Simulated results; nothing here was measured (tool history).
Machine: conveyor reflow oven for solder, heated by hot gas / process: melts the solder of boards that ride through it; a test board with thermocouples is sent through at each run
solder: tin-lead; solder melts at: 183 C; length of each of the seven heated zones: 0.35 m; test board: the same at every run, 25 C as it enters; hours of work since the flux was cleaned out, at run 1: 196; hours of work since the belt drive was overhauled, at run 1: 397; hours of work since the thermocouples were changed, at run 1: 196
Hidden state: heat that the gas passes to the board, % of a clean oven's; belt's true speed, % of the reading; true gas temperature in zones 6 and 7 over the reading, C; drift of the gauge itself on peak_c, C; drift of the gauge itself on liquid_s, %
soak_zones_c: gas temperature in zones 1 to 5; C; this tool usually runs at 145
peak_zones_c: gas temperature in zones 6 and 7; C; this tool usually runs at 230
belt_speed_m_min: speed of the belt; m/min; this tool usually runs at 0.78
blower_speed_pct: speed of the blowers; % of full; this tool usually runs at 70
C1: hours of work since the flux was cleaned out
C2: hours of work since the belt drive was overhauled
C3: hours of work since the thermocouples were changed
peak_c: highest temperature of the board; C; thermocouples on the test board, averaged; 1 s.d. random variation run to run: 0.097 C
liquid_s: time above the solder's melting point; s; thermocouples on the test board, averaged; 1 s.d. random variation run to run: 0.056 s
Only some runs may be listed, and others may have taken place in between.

Run 1, hour 0.0: usual settings; C1 196; C2 397; C3 196. Result: peak_c 213.90 C, liquid_s 40.33 s.
Run 2, hour 63.2: usual settings; C1 244; C2 445; C3 244. Result: peak_c 213.90 C, liquid_s 40.23 s.
Run 3, hour 132.0: usual settings; C1 296; C2 497; C3 296. Result: peak_c 213.70 C, liquid_s 40.11 s.
At hour 204.9: flux residue cleaned out of gas plates and filters.
Run 4, hour 214.4: usual settings; C1 7; C2 555; C3 354. Result: peak_c 212.76 C, liquid_s 39.29 s.
Run 5, hour 293.4: usual settings; C1 67; C2 614; C3 413. Result: peak_c 212.48 C, liquid_s 39.27 s.
Run 6, hour 365.0: usual settings; C1 120; C2 668; C3 467. Result: peak_c 212.39 C, liquid_s 39.04 s.
At hour 402.0: flux residue cleaned out of gas plates and filters, once more.
Run 7, hour 420.7: usual settings; C1 14; C2 706; C3 505. Result: peak_c 215.92 C, liquid_s 41.90 s.
At hour 444.8: thermocouples of zones 6 and 7 changed.
Run 8, hour 498.1: usual settings; C1 71; C2 763; C3 40. Result: peak_c 213.73 C, liquid_s 40.69 s.
Run 9, hour 563.9: usual settings; C1 120; C2 812; C3 90. Result: peak_c 213.72 C, liquid_s 40.51 s.
Run 10, hour 635.1: usual settings but soak_zones_c 143 C; C1 174; C2 866; C3 143. Result: peak_c 213.08 C, liquid_s 39.58 s.
Run 11, hour 715.7: usual settings; C1 234; C2 926; C3 204. Result: peak_c 213.40 C, liquid_s 40.25 s.
Run 12, hour 775.9: usual settings; C1 280; C2 972; C3 249. Result: peak_c 213.21 C, liquid_s 40.21 s.
Run 13, hour 815.8: usual settings; C1 310; C2 1002; C3 279. Result: peak_c 212.93 C, liquid_s 40.08 s.
At hour 869.4: flux residue cleaned out of gas plates and filters.
Run 14, hour 885.7: usual settings; C1 12; C2 1050; C3 328. Result: peak_c 215.17 C, liquid_s 41.75 s.
Run 15, hour 947.8: usual settings but blower_speed_pct 66 % of full; C1 59; C2 1097; C3 374. Result: peak_c 213.94 C, liquid_s 40.75 s.

The next listed run, before its measurement:
Run 16, hour 999.4: usual settings; C1 98; C2 1136; C3 413. Result: peak_c ?, liquid_s ?.

{"run 16": {"peak_c": 215.07, "liquid_s": 41.63}}
The same run, on a tool lacking any hidden state, would have yielded peak_c 214.07 C, liquid_s 40.12 s.
